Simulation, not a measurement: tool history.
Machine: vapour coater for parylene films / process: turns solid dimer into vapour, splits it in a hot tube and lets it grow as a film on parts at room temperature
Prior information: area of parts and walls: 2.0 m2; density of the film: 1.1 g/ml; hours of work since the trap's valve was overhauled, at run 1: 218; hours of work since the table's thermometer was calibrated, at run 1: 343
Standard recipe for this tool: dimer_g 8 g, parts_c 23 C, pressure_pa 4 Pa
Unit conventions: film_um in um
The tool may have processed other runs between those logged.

| run | hour | dimer_g | parts_c | pressure_pa | hours of work since the trap's valve was overhauled | hours of work since the table's thermometer was calibrated | film_um |
|---|---|---|---|---|---|---|---|
| 1 | 0 | 8 | 23 | 4 | 218 | 343 | 1.58 |
| 2 | 11.1 | 8 | 23 | 4 | 223 | 349 | 1.57 |
| 3 | 28.4 | 8 | 23 | 4 | 232 | 357 | 1.54 |
| 4 | 47.4 | 8 | 23 | 2.95 | 241 | 366 | 1.61 |
| 5 | 67.3 | 8 | 34 | 4 | 251 | 376 | 1.17 |
| 6 | 77.6 | 5 | 34 | 4 | 256 | 381 | 0.71 |
| 7 | 97.5 | 5 | 31 | 9.43 | 266 | 391 | 0.76 |
|  | 102.9 | trap's valve overhauled |
| 8 | 115.1 | 14 | 28 | 4 | 6 | 398 | 2.33 |
| 9 | 127 | 14 | 28 | 4 | 12 | 403 | 2.39 |
|  | 141.1 | trap's valve overhauled, once more |
| 10 | 148.4 | 14 | 28 | 4 | 4 | 412 | 2.59 |
| 11 | 156.8 | 14 | 28 | 4.78 | 8 | 416 | 2.49 |

Forecast each of these 5 alternatives for the next run:
| A | 177.5 | 8 | 30 | 3.65 | 18 | 426 | ? |
| B | 177.5 | 5 | 28 | 4.78 | 18 | 426 | ? |
| C | 177.5 | 6 | 29 | 10.32 | 18 | 426 | ? |
| D | 177.5 | 6 | 17 | 4.78 | 18 | 426 | ? |
| E | 177.5 | 14 | 27 | 4.78 | 18 | 426 | ? |

| run | film_um |
|---|---|
| A | 1.38 |
| B | 0.9 |
| C | 1 |
| D | 1.41 |
| E | 2.51 |
Without the tool's hidden state the same runs would have given:
| run | film_um |
|---|---|
| A | 1.42 |
| B | 0.92 |
| C | 1.02 |
| D | 1.45 |
| E | 2.57 |
